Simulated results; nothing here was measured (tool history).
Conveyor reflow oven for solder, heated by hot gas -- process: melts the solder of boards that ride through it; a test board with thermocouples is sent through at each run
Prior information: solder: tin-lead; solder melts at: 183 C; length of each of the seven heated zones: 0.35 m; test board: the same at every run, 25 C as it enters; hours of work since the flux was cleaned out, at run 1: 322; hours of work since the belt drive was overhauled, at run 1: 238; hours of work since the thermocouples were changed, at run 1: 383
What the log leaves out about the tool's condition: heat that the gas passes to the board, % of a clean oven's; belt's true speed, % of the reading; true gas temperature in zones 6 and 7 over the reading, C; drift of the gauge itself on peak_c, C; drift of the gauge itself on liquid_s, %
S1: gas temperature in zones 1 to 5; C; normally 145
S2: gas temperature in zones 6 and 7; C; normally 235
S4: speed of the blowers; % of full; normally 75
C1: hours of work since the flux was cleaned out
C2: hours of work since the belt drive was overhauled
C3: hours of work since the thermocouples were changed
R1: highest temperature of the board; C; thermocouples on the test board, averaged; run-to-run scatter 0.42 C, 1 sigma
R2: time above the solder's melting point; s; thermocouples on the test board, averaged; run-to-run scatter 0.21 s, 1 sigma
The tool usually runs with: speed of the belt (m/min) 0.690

Run 1, hour 0.0: usual settings; C1 322; C2 238; C3 383. Result: R1 218.8 C, R2 49.6 s.
Run 2, hour 26.9: usual settings; C1 335; C2 252; C3 396. Result: R1 219.0 C, R2 49.2 s.
Run 3, hour 54.7: usual settings but S2 236 C; C1 348; C2 265; C3 409. Result: R1 219.4 C, R2 49.9 s.
Run 4, hour 74.9: usual settings but S2 236 C; C1 358; C2 275; C3 419. Result: R1 219.0 C, R2 49.4 s.
Run 5, hour 110.3: usual settings but S2 236 C; C1 375; C2 292; C3 436. Result: R1 219.8 C, R2 49.1 s.
Run 6, hour 135.3: usual settings but S2 236 C; C1 387; C2 304; C3 449. Result: R1 219.5 C, R2 49.3 s.
Run 7, hour 163.1: usual settings but S2 236 C; C1 401; C2 318; C3 462. Result: R1 218.9 C, R2 49.3 s.
Run 8, hour 186.8: usual settings but S2 236 C; C1 412; C2 329; C3 474. Result: R1 218.5 C, R2 49.1 s.
Run 9, hour 210.4: usual settings but speed of the belt (m/min) 0.675; C1 424; C2 341; C3 485. Result: R1 219.1 C, R2 50.4 s.
Run 10, hour 236.4: usual settings; C1 437; C2 353; C3 498. Result: R1 217.6 C, R2 49.0 s.
Run 11, hour 277.5: usual settings; C1 457; C2 373; C3 518. Result: R1 217.6 C, R2 48.4 s.
Run 12, hour 319.0: usual settings; C1 477; C2 394; C3 538. Result: R1 217.3 C, R2 48.3 s.
At hour 365.8: flux residue cleaned out of gas plates and filters.
Run 13, hour 365.8: usual settings; C1 0; C2 414; C3 558. Result: R1 220.9 C, R2 50.9 s.
Run 14, hour 400.6: usual settings; C1 17; C2 431; C3 575. Result: R1 221.4 C, R2 51.0 s.
Run 15, hour 419.9: usual settings but speed of the belt (m/min) 0.566; C1 26; C2 440; C3 584. Result: R1 226.0 C, R2 66.0 s.
Run 16, hour 446.6: usual settings but S2 245 C; C1 39; C2 453; C3 597. Result: R1 229.6 C, R2 55.4 s.
Run 17, hour 485.0: usual settings but S1 144 C, S2 236 C, S4 51 % of full; C1 58; C2 472; C3 616. Result: R1 214.8 C, R2 45.3 s.
Run 18, hour 511.9: usual settings but S1 144 C, S2 244 C, S4 79 % of full; C1 71; C2 485; C3 629. Result: R1 230.3 C, R2 54.6 s.
Run 19, hour 542.4: usual settings but S1 159 C; C1 86; C2 500; C3 644. Result: R1 222.1 C, R2 56.4 s.
Run 20, hour 585.1: usual settings but S1 135 C, speed of the belt (m/min) 0.721, S4 67 % of full; C1 107; C2 520; C3 665. Result: R1 215.6 C, R2 41.9 s.
Run 21, hour 622.0: usual settings but S1 135 C, S2 246 C, speed of the belt (m/min) 0.721, S4 67 % of full; C1 124; C2 538; C3 683. Result: R1 224.6 C, R2 47.0 s.
Run 22, hour 661.0: usual settings but S1 142 C, S2 246 C; C1 143; C2 557; C3 702. Result: R1 229.3 C, R2 54.4 s.
Run 23, hour 703.5: usual settings but S1 142 C, S2 246 C; C1 164; C2 578; C3 722. Result: R1 228.7 C, R2 53.9 s.
Run 24, hour 737.3: usual settings but S1 147 C, S2 246 C, speed of the belt (m/min) 0.711; C1 181; C2 594; C3 739. Result: R1 229.5 C, R2 53.8 s.
Run 25, hour 782.9: usual settings but S1 131 C, S2 246 C, speed of the belt (m/min) 0.743, S4 85 % of full; C1 203; C2 617; C3 761. Result: R1 227.1 C, R2 46.5 s.
Run 26, hour 814.0: usual settings but S1 131 C, S2 246 C, speed of the belt (m/min) 0.743, S4 85 % of full; C1 218; C2 632; C3 776. Result: R1 227.1 C, R2 46.4 s.
Run 27, hour 854.3: usual settings but S1 150 C, S2 246 C, speed of the belt (m/min) 0.665, S4 85 % of full; C1 237; C2 651; C3 796. Result: R1 232.3 C, R2 59.7 s.
Run 28, hour 888.4: usual settings but S1 150 C, S2 246 C, speed of the belt (m/min) 0.665, S4 85 % of full; C1 254; C2 668; C3 812. Result: R1 233.0 C, R2 59.9 s.
Run 29, hour 935.1: usual settings but S1 146 C, S2 242 C, speed of the belt (m/min) 0.822, S4 79 % of full; C1 277; C2 691; C3 835. Result: R1 219.9 C, R2 42.4 s.
Run 30, hour 970.1: usual settings but S1 146 C, S2 242 C, speed of the belt (m/min) 0.822, S4 79 % of full; C1 294; C2 708; C3 852. Result: R1 220.4 C, R2 42.0 s.
Run 31, hour 994.5: usual settings but S1 149 C, S2 242 C, speed of the belt (m/min) 0.553, S4 79 % of full; C1 306; C2 719; C3 864. Result: R1 231.7 C, R2 71.8 s.

What if the next run were any one of these 3? Each begins from the tool's condition after run 31:
Run A, hour 1038.7: usual settings but S1 157 C, S2 233 C, speed of the belt (m/min) 0.553, S4 79 % of full; C1 327; C2 741; C3 885. Result: R1 ?, R2 ?.
Run B, hour 1038.7: usual settings but S1 152 C, S2 244 C, speed of the belt (m/min) 0.553, S4 74 % of full; C1 327; C2 741; C3 885. Result: R1 ?, R2 ?.
Run C, hour 1038.7: usual settings but speed of the belt (m/min) 0.739, S4 61 % of full; C1 327; C2 741; C3 885. Result: R1 ?, R2 ?.

run     R1    R2
  A  223.9  71.4
  B  233.4  73.3
  C  212.8  42.1
Take away the tool's hidden state, keep each run's random variation, and the runs would have read:
run     R1    R2
  A  227.3  71.5
  B  237.0  73.1
  C  216.8  44.2
